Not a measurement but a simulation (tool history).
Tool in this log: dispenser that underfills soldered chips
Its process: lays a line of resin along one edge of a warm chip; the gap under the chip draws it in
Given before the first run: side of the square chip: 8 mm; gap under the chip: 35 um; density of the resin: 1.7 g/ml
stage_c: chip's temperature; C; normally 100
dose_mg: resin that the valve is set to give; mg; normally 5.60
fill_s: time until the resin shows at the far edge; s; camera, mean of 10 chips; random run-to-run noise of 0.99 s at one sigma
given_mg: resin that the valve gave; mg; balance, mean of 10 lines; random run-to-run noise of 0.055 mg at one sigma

run,hour,stage_c,dose_mg,fill_s,given_mg
1,0.0,100,5.60,104.0,5.17
2,12.2,109,5.60,83.1,5.15
3,25.3,109,5.60,87.5,5.17
4,33.7,109,5.60,78.4,5.07
5,43.0,100,5.60,94.0,5.65
6,54.6,100,5.60,95.7,5.54
7,63.7,100,5.60,132.6,5.45
8,69.5,100,5.60,111.7,5.54
9,79.9,100,5.60,106.1,5.42
10,89.1,100,5.60,101.7,5.39
11,101.3,100,4.83,105.9,4.64
12,112.5,99,5.60,110.2,5.30
13,121.3,87,5.60,146.4,5.32
14,127.0,87,5.60,177.8,5.14
15,138.3,87,5.60,178.7,5.14
16,150.2,100,5.80,124.3,5.34
17,161.6,108,5.60,96.2,5.19
18,170.2,90,7.21,153.7,6.62
19,177.5,90,7.21,125.3,7.17
20,191.0,111,5.60,73.0,5.58
21,200.2,111,5.60,68.4,5.54
22,208.8,111,5.60,93.5,5.52
23,218.7,92,5.60,161.4,5.45
24,225.4,94,5.08,132.6,4.90
25,238.6,94,5.08,140.5,4.81
26,244.9,94,5.08,118.8,4.81
27,253.3,94,5.08,161.4,4.78
28,265.3,92,5.29,174.4,4.93
29,271.8,101,5.69,106.7,5.33
30,279.3,85,6.03,156.7,5.54
31,288.4,100,5.22,95.3,4.80
32,295.9,92,5.72,157.0,5.27
33,304.8,94,5.76,134.3,5.25
34,317.8,93,6.70,138.7,6.68

Withheld: 31 entries from between the runs. Position of each, and hidden state at the listed run before versus the listed run after:
In the gap between runs 1 and 2: new syringe of resin (hour 8.9)
  resin's viscosity, % of fresh resin's: 108.6 -> 112.6; dose that the valve gives, % of what is set: 93.55 -> 92.66; true chip temperature over the reading, C: 0.2 -> 0.26
  measured result minus the result with no hidden state, fill_s: +8.9 -> +9.9 s; given_mg: -0.36 -> -0.41 mg
In the gap between runs 2 and 3: new syringe of resin (hour 20.4)
  resin's viscosity, % of fresh resin's: 112.6 -> 120; dose that the valve gives, % of what is set: 92.66 -> 91.63; true chip temperature over the reading, C: 0.26 -> 0.33
  measured result minus the result with no hidden state, fill_s: +9.9 -> +15.2 s; given_mg: -0.41 -> -0.47 mg
In the gap between runs 3 and 4: new syringe of resin (hour 31.2)
  resin's viscosity, % of fresh resin's: 120 -> 108.3; dose that the valve gives, % of what is set: 91.63 -> 91; true chip temperature over the reading, C: 0.33 -> 0.37
  measured result minus the result with no hidden state, fill_s: +15.2 -> +6.7 s; given_mg: -0.47 -> -0.51 mg
In the gap between runs 4 and 5: dispensing valve cleaned and set on the balance (hour 40.8); new syringe of resin (hour 42.9)
  resin's viscosity, % of fresh resin's: 108.3 -> 101; dose that the valve gives, % of what is set: 91 -> 99.85; true chip temperature over the reading, C: 0.37 -> 0.41
  measured result minus the result with no hidden state, fill_s: +6.7 -> -0.3 s; given_mg: -0.51 -> -0.01 mg
In the gap between runs 5 and 6: new syringe of resin (hour 53.8)
  resin's viscosity, % of fresh resin's: 101 -> 102.9; dose that the valve gives, % of what is set: 99.85 -> 99.05; true chip temperature over the reading, C: 0.41 -> 0.47
  measured result minus the result with no hidden state, fill_s: -0.3 -> +1.5 s; given_mg: -0.01 -> -0.05 mg
In the gap between runs 7 and 8: new syringe of resin (hour 65.0)
  resin's viscosity, % of fresh resin's: 143.7 -> 120.4; dose that the valve gives, % of what is set: 98.43 -> 97.99; true chip temperature over the reading, C: 0.52 -> 0.55
  measured result minus the result with no hidden state, fill_s: +39.0 -> +17.6 s; given_mg: -0.09 -> -0.11 mg
In the gap between runs 8 and 9: new syringe of resin (hour 75.8)
  resin's viscosity, % of fresh resin's: 120.4 -> 114.5; dose that the valve gives, % of what is set: 97.99 -> 97.22; true chip temperature over the reading, C: 0.55 -> 0.6
  measured result minus the result with no hidden state, fill_s: +17.6 -> +12.3 s; given_mg: -0.11 -> -0.15 mg
In the gap between runs 9 and 10: new syringe of resin (hour 87.1)
  resin's viscosity, % of fresh resin's: 114.5 -> 107.5; dose that the valve gives, % of what is set: 97.22 -> 96.6; true chip temperature over the reading, C: 0.6 -> 0.64
  measured result minus the result with no hidden state, fill_s: +12.3 -> +5.8 s; given_mg: -0.15 -> -0.19 mg
In the gap between runs 10 and 11: new syringe of resin (hour 98.2)
  resin's viscosity, % of fresh resin's: 107.5 -> 111; dose that the valve gives, % of what is set: 96.6 -> 95.69; true chip temperature over the reading, C: 0.64 -> 0.71
  measured result minus the result with no hidden state, fill_s: +5.8 -> +9.8 s; given_mg: -0.19 -> -0.21 mg
In the gap between runs 11 and 12: new syringe of resin (hour 109.0)
  resin's viscosity, % of fresh resin's: 111 -> 115.6; dose that the valve gives, % of what is set: 95.69 -> 94.86; true chip temperature over the reading, C: 0.71 -> 0.76
  measured result minus the result with no hidden state, fill_s: +9.8 -> +13.5 s; given_mg: -0.21 -> -0.28 mg
In the gap between runs 12 and 13: new syringe of resin (hour 120.0)
  resin's viscosity, % of fresh resin's: 115.6 -> 103.7; dose that the valve gives, % of what is set: 94.86 -> 94.21; true chip temperature over the reading, C: 0.76 -> 0.8
  measured result minus the result with no hidden state, fill_s: +13.5 -> +3.1 s; given_mg: -0.28 -> -0.33 mg
In the gap between runs 14 and 15: new syringe of resin (hour 131.4)
  resin's viscosity, % of fresh resin's: 127.6 -> 126.9; dose that the valve gives, % of what is set: 93.81 -> 93.02; true chip temperature over the reading, C: 0.84 -> 0.89
  measured result minus the result with no hidden state, fill_s: +36.3 -> +35.7 s; given_mg: -0.35 -> -0.39 mg
In the gap between runs 15 and 16: new syringe of resin (hour 142.2)
  resin's viscosity, % of fresh resin's: 126.9 -> 132; dose that the valve gives, % of what is set: 93.02 -> 92.12; true chip temperature over the reading, C: 0.89 -> 0.95
  measured result minus the result with no hidden state, fill_s: +35.7 -> +28.6 s; given_mg: -0.39 -> -0.46 mg
In the gap between runs 16 and 17: new syringe of resin (hour 153.9)
  resin's viscosity, % of fresh resin's: 132 -> 132.5; dose that the valve gives, % of what is set: 92.12 -> 91.29; true chip temperature over the reading, C: 0.95 -> 1
  measured result minus the result with no hidden state, fill_s: +28.6 -> +22.9 s; given_mg: -0.46 -> -0.49 mg
In the gap between runs 17 and 18: new syringe of resin (hour 164.9)
  resin's viscosity, % of fresh resin's: 132.5 -> 121.9; dose that the valve gives, % of what is set: 91.29 -> 90.7; true chip temperature over the reading, C: 1 -> 1.05
  measured result minus the result with no hidden state, fill_s: +22.9 -> +23.9 s; given_mg: -0.49 -> -0.68 mg
In the gap between runs 18 and 19: dispensing valve cleaned and set on the balance (hour 174.1); new syringe of resin (hour 177.3)
  resin's viscosity, % of fresh resin's: 121.9 -> 100.8; dose that the valve gives, % of what is set: 90.7 -> 99.8; true chip temperature over the reading, C: 1.05 -> 1.08
  measured result minus the result with no hidden state, fill_s: +23.9 -> -3.4 s; given_mg: -0.68 -> -0.01 mg
In the gap between runs 19 and 20: new syringe of resin (hour 188.0)
  resin's viscosity, % of fresh resin's: 100.8 -> 113.2; dose that the valve gives, % of what is set: 99.8 -> 98.83; true chip temperature over the reading, C: 1.08 -> 1.14
  measured result minus the result with no hidden state, fill_s: -3.4 -> +6.5 s; given_mg: -0.01 -> -0.07 mg
In the gap between runs 20 and 21: new syringe of resin (hour 199.2)
  resin's viscosity, % of fresh resin's: 113.2 -> 103.3; dose that the valve gives, % of what is set: 98.83 -> 98.16; true chip temperature over the reading, C: 1.14 -> 1.18
  measured result minus the result with no hidden state, fill_s: +6.5 -> +0.1 s; given_mg: -0.07 -> -0.10 mg
In the gap between runs 22 and 23: new syringe of resin (hour 210.3)
  resin's viscosity, % of fresh resin's: 141.6 -> 136.4; dose that the valve gives, % of what is set: 97.54 -> 96.78; true chip temperature over the reading, C: 1.23 -> 1.28
  measured result minus the result with no hidden state, fill_s: +25.3 -> +38.8 s; given_mg: -0.14 -> -0.18 mg
In the gap between runs 23 and 24: new syringe of resin (hour 221.4)
  resin's viscosity, % of fresh resin's: 136.4 -> 117.7; dose that the valve gives, % of what is set: 96.78 -> 96.31; true chip temperature over the reading, C: 1.28 -> 1.31
  measured result minus the result with no hidden state, fill_s: +38.8 -> +16.3 s; given_mg: -0.18 -> -0.18 mg
In the gap between runs 24 and 25: new syringe of resin (hour 232.6)
  resin's viscosity, % of fresh resin's: 117.7 -> 124.4; dose that the valve gives, % of what is set: 96.31 -> 95.27; true chip temperature over the reading, C: 1.31 -> 1.38
  measured result minus the result with no hidden state, fill_s: +16.3 -> +24.1 s; given_mg: -0.18 -> -0.24 mg
In the gap between runs 25 and 26: new syringe of resin (hour 243.8)
  resin's viscosity, % of fresh resin's: 124.4 -> 104.6; dose that the valve gives, % of what is set: 95.27 -> 94.82; true chip temperature over the reading, C: 1.38 -> 1.41
  measured result minus the result with no hidden state, fill_s: +24.1 -> +1.8 s; given_mg: -0.24 -> -0.27 mg
In the gap between runs 27 and 28: new syringe of resin (hour 255.2)
  resin's viscosity, % of fresh resin's: 142.2 -> 146.6; dose that the valve gives, % of what is set: 94.19 -> 93.34; true chip temperature over the reading, C: 1.46 -> 1.52
  measured result minus the result with no hidden state, fill_s: +44.5 -> +51.7 s; given_mg: -0.29 -> -0.35 mg
In the gap between runs 28 and 29: new syringe of resin (hour 266.7)
  resin's viscosity, % of fresh resin's: 146.6 -> 120.8; dose that the valve gives, % of what is set: 93.34 -> 92.91; true chip temperature over the reading, C: 1.52 -> 1.55
  measured result minus the result with no hidden state, fill_s: +51.7 -> +15.3 s; given_mg: -0.35 -> -0.41 mg
In the gap between runs 29 and 30: new syringe of resin (hour 277.4)
  resin's viscosity, % of fresh resin's: 120.8 -> 106.5; dose that the valve gives, % of what is set: 92.91 -> 92.42; true chip temperature over the reading, C: 1.55 -> 1.59
  measured result minus the result with no hidden state, fill_s: +15.3 -> +3.3 s; given_mg: -0.41 -> -0.46 mg
In the gap between runs 30 and 31: new syringe of resin (hour 288.4)
  resin's viscosity, % of fresh resin's: 106.5 -> 101.4; dose that the valve gives, % of what is set: 92.42 -> 91.78; true chip temperature over the reading, C: 1.59 -> 1.63
  measured result minus the result with no hidden state, fill_s: +3.3 -> -1.2 s; given_mg: -0.46 -> -0.43 mg
In the gap between runs 32 and 33: new syringe of resin (hour 299.6)
  resin's viscosity, % of fresh resin's: 133.4 -> 121.7; dose that the valve gives, % of what is set: 91.27 -> 90.65; true chip temperature over the reading, C: 1.67 -> 1.72
  measured result minus the result with no hidden state, fill_s: +34.9 -> +19.9 s; given_mg: -0.50 -> -0.54 mg
In the gap between runs 33 and 34: dispensing valve cleaned and set on the balance (hour 307.2); new syringe of resin (hour 311.6)
  resin's viscosity, % of fresh resin's: 121.7 -> 127; dose that the valve gives, % of what is set: 90.65 -> 99.1; true chip temperature over the reading, C: 1.72 -> 1.77
  measured result minus the result with no hidden state, fill_s: +19.9 -> +23.1 s; given_mg: -0.54 -> -0.06 mg
